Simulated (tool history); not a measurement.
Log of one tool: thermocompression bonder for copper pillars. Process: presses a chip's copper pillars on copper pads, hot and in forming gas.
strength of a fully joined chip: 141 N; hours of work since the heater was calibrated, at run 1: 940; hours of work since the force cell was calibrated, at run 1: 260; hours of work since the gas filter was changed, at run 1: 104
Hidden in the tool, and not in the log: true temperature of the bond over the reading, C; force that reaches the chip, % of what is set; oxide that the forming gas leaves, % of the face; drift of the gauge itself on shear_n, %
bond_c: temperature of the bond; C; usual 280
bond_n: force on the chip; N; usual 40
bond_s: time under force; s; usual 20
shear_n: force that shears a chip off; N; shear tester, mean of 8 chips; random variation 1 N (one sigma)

| run | hour | bond_c | bond_n | bond_s | hours of work since the heater was calibrated | hours of work since the force cell was calibrated | hours of work since the gas filter was changed | shear_n |
|---|---|---|---|---|---|---|---|---|
| 1 | 0.0 | 280 | 40 | 20 | 940 | 260 | 104 | 77.0 |
| 2 | 31.9 | 280 | 40 | 20 | 964 | 284 | 128 | 75.9 |
|  | 45.6 | heater calibrated with a thermocouple chip |
| 3 | 54.4 | 280 | 40 | 20 | 7 | 299 | 143 | 83.5 |
| 4 | 96.4 | 280 | 40 | 20 | 37 | 329 | 173 | 83.1 |
| 5 | 135.5 | 281 | 40 | 20 | 66 | 358 | 202 | 80.2 |
|  | 146.2 | forming gas filter changed |
| 6 | 168.8 | 281 | 40 | 20 | 90 | 382 | 17 | 90.1 |
| 7 | 206.9 | 280 | 26 | 20 | 118 | 410 | 45 | 66.6 |
| 8 | 245.1 | 280 | 26 | 20 | 146 | 438 | 73 | 65.9 |
| 9 | 274.7 | 260 | 58 | 11 | 168 | 460 | 94 | 78.8 |
| 10 | 295.5 | 280 | 31 | 10 | 183 | 475 | 110 | 55.2 |
| 11 | 330.5 | 286 | 50 | 35 | 209 | 501 | 135 | 107.1 |
| 12 | 351.2 | 261 | 37 | 13 | 224 | 516 | 150 | 57.5 |
| 13 | 388.6 | 280 | 42 | 21 | 251 | 544 | 178 | 85.6 |
| 14 | 417.0 | 280 | 42 | 21 | 272 | 564 | 199 | 81.2 |
|  | 432.5 | forming gas filter changed |
| 15 | 437.2 | 291 | 26 | 15 | 287 | 579 | 3 | 65.3 |

Hidden state or all else? Some run-to-run changes of shear_n, split into what the settings, what came in and random variation would give without the hidden state, and what is left for the hidden state (with any gauge scatter that isn't in both results):
Run 10 -> 11: bond_c 280 -> 286, bond_n 31 -> 50, bond_s 10 -> 35. shear_n +51.9 N: hidden state -5.0, all else +56.9.
Run 14 -> 15: bond_c 280 -> 291, bond_n 42 -> 26, bond_s 21 -> 15, forming gas filter changed. shear_n -15.9 N: hidden state +9.7, all else -25.6.
